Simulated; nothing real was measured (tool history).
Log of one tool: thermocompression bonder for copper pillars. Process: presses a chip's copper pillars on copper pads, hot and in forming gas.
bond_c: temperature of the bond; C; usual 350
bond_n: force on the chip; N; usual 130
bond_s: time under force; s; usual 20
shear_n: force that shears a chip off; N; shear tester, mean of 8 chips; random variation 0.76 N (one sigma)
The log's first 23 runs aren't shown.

run,hour,bond_c,bond_n,bond_s,hours of work since the heater was calibrated,hours of work since the force cell was calibrated,hours of work since the gas filter was changed,shear_n
24,955.0,365,149,11,94,38,60,81.5
25,1015.0,379,130,20,138,82,103,93.5
26,1060.1,371,130,18,170,114,136,88.1
27,1111.1,375,106,55,207,151,173,104.0
28,1137.1,322,152,42,226,170,192,93.4
29,1165.0,378,130,13,247,190,212,84.5
30,1219.6,350,92,20,286,230,252,62.1
31,1257.1,337,123,41,313,257,279,87.0
32,1315.0,337,123,41,355,299,321,86.6
# hour 1329.8: forming gas filter changed
33,1353.4,337,123,41,383,327,17,88.6

Forecast each of these 4 alternatives for the next run:
A,1381.7,337,161,44,404,347,38,?
B,1381.7,337,78,41,404,347,38,?
C,1381.7,363,166,15,404,347,38,?
D,1381.7,366,100,19,404,347,38,?

run,shear_n
A,103.5
B,62.8
C,93.8
D,72.5
Without the tool's hidden state the same runs would have given:
run,shear_n
A,103.6
B,62.9
C,93.9
D,72.6
